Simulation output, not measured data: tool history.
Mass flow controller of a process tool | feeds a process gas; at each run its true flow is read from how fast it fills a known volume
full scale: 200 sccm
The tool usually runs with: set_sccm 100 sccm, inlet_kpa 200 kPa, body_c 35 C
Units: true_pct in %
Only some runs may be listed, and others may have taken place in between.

run    hour  set_sccm  inlet_kpa  body_c  true_pct
  1     0.0       100        200      35    102.42
  2   170.2       100        214      35    102.44
  3   295.8       100        214      35    102.36
  4   463.7       100        200      35    102.48
  5   676.5       100        200      35    102.62
  6   773.7       100        223      35    102.48
  7   879.6       100        223      35    102.59
  8  1049.2       100        223      35    102.66
  9  1156.2       100        223      35    102.57
 10  1277.6       100        223      35    102.65
 11  1421.5       100        223      35    102.70
 12  1644.1       100        223      35    102.59
 13  1829.1       100        223      35    102.73
 14  1943.1        95        200      35    102.78
 15  2128.6        40        200      35    101.86
 16  2261.2        40        200      35    101.85
 17  2498.2       151        200      35    103.28
 18  2733.5       151        200      35    103.33
 19  2921.7        66        200      28    102.08
 20  3136.8        56        200      28    102.03
 21  3369.1        51        144      23    101.42
 22  3538.6       100        200      22    102.26
 23  3763.2        33        246      22    100.59
 24  3908.5        33        204      26    101.02
 25  4029.7        33        204      26    101.10
 26  4184.1        28        200      33    101.17
 27  4349.4        70        158      35    103.18
 28  4477.4       199        208      35    104.13
 29  4612.8        20        192      23     99.52
 30  4816.1        63        188      25    102.37
 31  5034.0        63        188      25    102.28
 32  5130.2        63        188      25    102.36
 33  5226.2        63        188      25    102.31
     5450.0  -- controller's zero set anew
 34  5450.0        44        277      28    103.38
 35  5663.7        51        148      38    104.73

Had the tool no unlogged condition, and each run kept its random variation, what would the results have been?
The hidden state here: flow at rest that the sensor doesn't see, % of full scale; true flow over the shown one, %; drift of the gauge itself on true_pct, %.
run  true_pct
  1    100.66
  2    100.63
  3    100.53
  4    100.61
  5    100.70
  6    100.53
  7    100.62
  8    100.65
  9    100.54
 10    100.58
 11    100.60
 12    100.43
 13    100.52
 14    100.58
 15    100.47
 16    100.44
 17    100.72
 18    100.71
 19     99.95
 20    100.03
 21     99.50
 22     99.67
 23     99.32
 24     99.73
 25     99.80
 26    100.23
 27    100.70
 28    100.95
 29     99.57
 30     99.91
 31     99.78
 32     99.84
 33     99.76
 34     99.70
 35    100.99
